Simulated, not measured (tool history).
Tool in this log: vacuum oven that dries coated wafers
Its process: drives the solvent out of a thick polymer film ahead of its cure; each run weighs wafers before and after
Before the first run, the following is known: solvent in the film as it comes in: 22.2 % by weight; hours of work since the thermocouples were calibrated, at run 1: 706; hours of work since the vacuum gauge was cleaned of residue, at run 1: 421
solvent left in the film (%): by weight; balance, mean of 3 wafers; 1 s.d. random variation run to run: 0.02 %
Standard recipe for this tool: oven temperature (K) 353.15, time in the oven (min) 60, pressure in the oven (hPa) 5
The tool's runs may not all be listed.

| run | hour | oven temperature (K) | time in the oven (min) | pressure in the oven (hPa) | hours of work since the thermocouples were calibrated | hours of work since the vacuum gauge was cleaned of residue | solvent left in the film (%) |
|---|---|---|---|---|---|---|---|
| 1 | 0 | 353.15 | 60 | 5 | 706 | 421 | 2.81 |
| 2 | 96.4 | 353.15 | 60 | 5 | 775 | 490 | 2.81 |
| 3 | 171.7 | 353.15 | 60 | 5 | 829 | 543 | 2.81 |
| 4 | 250.6 | 353.15 | 60 | 5 | 885 | 600 | 2.78 |
| 5 | 344.3 | 353.15 | 60 | 5 | 952 | 667 | 2.77 |
| 6 | 435.4 | 353.15 | 60 | 5 | 1017 | 732 | 2.78 |
| 7 | 511.9 | 353.15 | 60 | 5 | 1072 | 786 | 2.76 |
| 8 | 562.9 | 353.15 | 60 | 5 | 1108 | 822 | 2.73 |
|  | 572.2 | vacuum gauge cleaned of residue and calibrated |
| 9 | 613.1 | 353.15 | 60 | 5 | 1143 | 29 | 2.79 |
| 10 | 680.4 | 353.15 | 60 | 5 | 1191 | 77 | 2.78 |
|  | 714.9 | vacuum gauge cleaned of residue and calibrated, once more |
| 11 | 725.1 | 353.15 | 60 | 16.14 | 1221 | 7 | 3.19 |
| 12 | 812.6 | 356.15 | 32 | 8.76 | 1284 | 70 | 5.46 |
|  | 881.5 | oven's thermocouples calibrated |
| 13 | 900.4 | 365.15 | 32 | 6.81 | 13 | 131 | 3.59 |
| 14 | 980 | 365.15 | 32 | 6.81 | 70 | 188 | 3.51 |
| 15 | 1045.1 | 363.15 | 61 | 6.81 | 117 | 234 | 1.25 |
| 16 | 1111.8 | 342.15 | 30 | 14.97 | 164 | 282 | 11.53 |

4 options for the next run, each taken on its own from the tool as it stands now. Forecast them:
| A | 1152.8 | 361.15 | 60 | 5 | 193 | 311 | ? |
| B | 1152.8 | 346.15 | 33 | 14.75 | 193 | 311 | ? |
| C | 1152.8 | 342.15 | 58 | 6.13 | 193 | 311 | ? |
| D | 1152.8 | 342.15 | 70 | 5.23 | 193 | 311 | ? |

| run | solvent left in the film (%) |
|---|---|
| A | 1.51 |
| B | 9.65 |
| C | 7.05 |
| D | 5.77 |
Without the tool's hidden state the same runs would have given:
| run | solvent left in the film (%) |
|---|---|
| A | 1.43 |
| B | 9.52 |
| C | 6.9 |
| D | 5.62 |
